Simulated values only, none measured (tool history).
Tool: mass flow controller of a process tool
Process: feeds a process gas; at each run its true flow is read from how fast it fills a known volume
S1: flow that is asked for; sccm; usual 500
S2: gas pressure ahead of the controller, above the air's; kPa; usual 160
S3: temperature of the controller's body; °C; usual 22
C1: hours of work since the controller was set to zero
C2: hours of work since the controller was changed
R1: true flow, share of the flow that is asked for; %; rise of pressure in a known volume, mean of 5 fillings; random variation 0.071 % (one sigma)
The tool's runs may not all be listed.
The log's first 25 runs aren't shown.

run	day	S1	S2	S3	C1	C2	R1
26	65.229	102	273	23	983	983	99.83
# day 65.504: controller's zero set anew
27	67.588	129	150	29	18	1004	99.93
28	70.583	376	256	34	45	1030	99.11
29	73.312	150	178	23	68	1054	100.01
30	74.696	114	242	23	81	1066	100.10
# day 75.275: controller's zero set anew, once more
31	77.408	420	160	39	19	1090	98.93
32	79.221	177	161	29	35	1106	99.36
33	80.671	177	161	29	47	1118	99.46
34	82.042	125	206	29	59	1130	99.32
35	84.146	195	243	22	78	1149	99.52
36	86.688	973	182	22	100	1171	99.99
37	88.508	973	182	22	116	1187	100.00
38	89.996	225	202	28	129	1200	99.37
39	92.088	225	202	28	147	1218	99.45
40	94.796	225	202	28	171	1242	99.50
41	97.117	109	160	22	192	1263	99.97
42	99.421	500	262	21	212	1283	99.39

Forecast run 43:
43	102.146	717	184	37	236	1307	?

Run 43 gave R1 99.02 %.
Without the tool's hidden state the same run would have given R1 99.22 %.

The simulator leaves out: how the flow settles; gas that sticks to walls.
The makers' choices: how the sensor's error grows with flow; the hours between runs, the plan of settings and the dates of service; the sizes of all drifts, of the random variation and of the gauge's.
